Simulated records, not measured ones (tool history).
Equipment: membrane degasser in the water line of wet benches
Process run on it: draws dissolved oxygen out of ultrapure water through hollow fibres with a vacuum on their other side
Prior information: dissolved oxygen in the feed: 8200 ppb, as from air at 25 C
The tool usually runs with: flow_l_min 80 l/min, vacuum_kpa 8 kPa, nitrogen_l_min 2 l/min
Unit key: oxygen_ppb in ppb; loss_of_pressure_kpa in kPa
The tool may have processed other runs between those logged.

run 1 hour=0 | flow_l_min=80 vacuum_kpa=8 nitrogen_l_min=2 | oxygen_ppb=386.2 loss_of_pressure_kpa=51.85
run 2 hour=85.4 | flow_l_min=68 vacuum_kpa=8 nitrogen_l_min=2 | oxygen_ppb=334.9 loss_of_pressure_kpa=44.28
run 3 hour=235.4 | flow_l_min=68 vacuum_kpa=8 nitrogen_l_min=2 | oxygen_ppb=337.2 loss_of_pressure_kpa=44.3
run 4 hour=323.2 | flow_l_min=68 vacuum_kpa=8 nitrogen_l_min=2 | oxygen_ppb=333.1 loss_of_pressure_kpa=43.99
run 5 hour=398.9 | flow_l_min=80 vacuum_kpa=8 nitrogen_l_min=2 | oxygen_ppb=389.7 loss_of_pressure_kpa=52.09
run 6 hour=563.2 | flow_l_min=80 vacuum_kpa=8 nitrogen_l_min=2 | oxygen_ppb=392.6 loss_of_pressure_kpa=51.9
run 7 hour=716.1 | flow_l_min=80 vacuum_kpa=8 nitrogen_l_min=2 | oxygen_ppb=391 loss_of_pressure_kpa=51.96
run 8 hour=791.2 | flow_l_min=80 vacuum_kpa=8 nitrogen_l_min=2 | oxygen_ppb=391.1 loss_of_pressure_kpa=51.77
run 9 hour=882.3 | flow_l_min=80 vacuum_kpa=8 nitrogen_l_min=2 | oxygen_ppb=391.1 loss_of_pressure_kpa=51.95
run 10 hour=1014.5 | flow_l_min=80 vacuum_kpa=8 nitrogen_l_min=2 | oxygen_ppb=390 loss_of_pressure_kpa=52
run 11 hour=1143.5 | flow_l_min=80 vacuum_kpa=8 nitrogen_l_min=2.45 | oxygen_ppb=336.7 loss_of_pressure_kpa=52.11
run 12 hour=1222.6 | flow_l_min=80 vacuum_kpa=8 nitrogen_l_min=2.45 | oxygen_ppb=335.6 loss_of_pressure_kpa=51.77
run 13 hour=1308.7 | flow_l_min=80 vacuum_kpa=8 nitrogen_l_min=3.52 | oxygen_ppb=252.1 loss_of_pressure_kpa=52.11
run 14 hour=1476.1 | flow_l_min=80 vacuum_kpa=8 nitrogen_l_min=3.52 | oxygen_ppb=253.2 loss_of_pressure_kpa=51.73
run 15 hour=1563 | flow_l_min=80 vacuum_kpa=8 nitrogen_l_min=3.52 | oxygen_ppb=251.7 loss_of_pressure_kpa=52.11
run 16 hour=1729.8 | flow_l_min=56 vacuum_kpa=8 nitrogen_l_min=2 | oxygen_ppb=284.9 loss_of_pressure_kpa=36.39
run 17 hour=1815.7 | flow_l_min=80 vacuum_kpa=8 nitrogen_l_min=3.06 | oxygen_ppb=286.4 loss_of_pressure_kpa=51.84
run 18 hour=1976.7 | flow_l_min=80 vacuum_kpa=8 nitrogen_l_min=3.06 | oxygen_ppb=287.6 loss_of_pressure_kpa=52
run 19 hour=2101.1 | flow_l_min=80 vacuum_kpa=10.45 nitrogen_l_min=3.06 | oxygen_ppb=411.7 loss_of_pressure_kpa=52.39
run 20 hour=2273.1 | flow_l_min=80 vacuum_kpa=8 nitrogen_l_min=2.76 | oxygen_ppb=305.8 loss_of_pressure_kpa=52.38
run 21 hour=2360.9 | flow_l_min=80 vacuum_kpa=11.95 nitrogen_l_min=3.67 | oxygen_ppb=421.6 loss_of_pressure_kpa=52.29
run 22 hour=2436.7 | flow_l_min=51 vacuum_kpa=10.18 nitrogen_l_min=5.46 | oxygen_ppb=155.1 loss_of_pressure_kpa=32.96
run 23 hour=2515.3 | flow_l_min=52 vacuum_kpa=7.24 nitrogen_l_min=2 | oxygen_ppb=226 loss_of_pressure_kpa=33.54
run 24 hour=2654 | flow_l_min=110 vacuum_kpa=7.56 nitrogen_l_min=2 | oxygen_ppb=488.5 loss_of_pressure_kpa=71.77
-- hour=2698 seals of the vacuum lines changed
run 25 hour=2818 | flow_l_min=84 vacuum_kpa=8 nitrogen_l_min=2.6 | oxygen_ppb=337.9 loss_of_pressure_kpa=54.81
run 26 hour=2962.7 | flow_l_min=84 vacuum_kpa=17.67 nitrogen_l_min=2.6 | oxygen_ppb=910.1 loss_of_pressure_kpa=54.56
run 27 hour=3084.6 | flow_l_min=80 vacuum_kpa=4.83 nitrogen_l_min=2 | oxygen_ppb=150.6 loss_of_pressure_kpa=52.27
run 28 hour=3180.9 | flow_l_min=80 vacuum_kpa=4.83 nitrogen_l_min=2 | oxygen_ppb=150.1 loss_of_pressure_kpa=51.97
run 29 hour=3299 | flow_l_min=93 vacuum_kpa=8.4 nitrogen_l_min=5.05 | oxygen_ppb=247.6 loss_of_pressure_kpa=60.28
run 30 hour=3423.3 | flow_l_min=93 vacuum_kpa=8.4 nitrogen_l_min=5.05 | oxygen_ppb=249 loss_of_pressure_kpa=60.25
run 31 hour=3550.2 | flow_l_min=93 vacuum_kpa=8.4 nitrogen_l_min=5.05 | oxygen_ppb=244.1 loss_of_pressure_kpa=60.43

Predict each of these 4 candidate next runs independently; none follows another, all start after run 31:
run A hour=3725.4 | flow_l_min=93 vacuum_kpa=18.49 nitrogen_l_min=5.05 | oxygen_ppb=? loss_of_pressure_kpa=?
run B hour=3725.4 | flow_l_min=93 vacuum_kpa=7.48 nitrogen_l_min=5.05 | oxygen_ppb=? loss_of_pressure_kpa=?
run C hour=3725.4 | flow_l_min=78 vacuum_kpa=10.36 nitrogen_l_min=0.8 | oxygen_ppb=? loss_of_pressure_kpa=?
run D hour=3725.4 | flow_l_min=85 vacuum_kpa=19.8 nitrogen_l_min=1.21 | oxygen_ppb=? loss_of_pressure_kpa=?

run=A oxygen_ppb=624.9 loss_of_pressure_kpa=60.11
run=B oxygen_ppb=212 loss_of_pressure_kpa=60.55
run=C oxygen_ppb=1029.6 loss_of_pressure_kpa=51.28
run=D oxygen_ppb=1744.6 loss_of_pressure_kpa=55.34
Had the tool no hidden state, the same runs would have come out as:
run=A oxygen_ppb=624.2 loss_of_pressure_kpa=59.99
run=B oxygen_ppb=211.2 loss_of_pressure_kpa=60.42
run=C oxygen_ppb=1028.3 loss_of_pressure_kpa=51.17
run=D oxygen_ppb=1743.6 loss_of_pressure_kpa=55.22

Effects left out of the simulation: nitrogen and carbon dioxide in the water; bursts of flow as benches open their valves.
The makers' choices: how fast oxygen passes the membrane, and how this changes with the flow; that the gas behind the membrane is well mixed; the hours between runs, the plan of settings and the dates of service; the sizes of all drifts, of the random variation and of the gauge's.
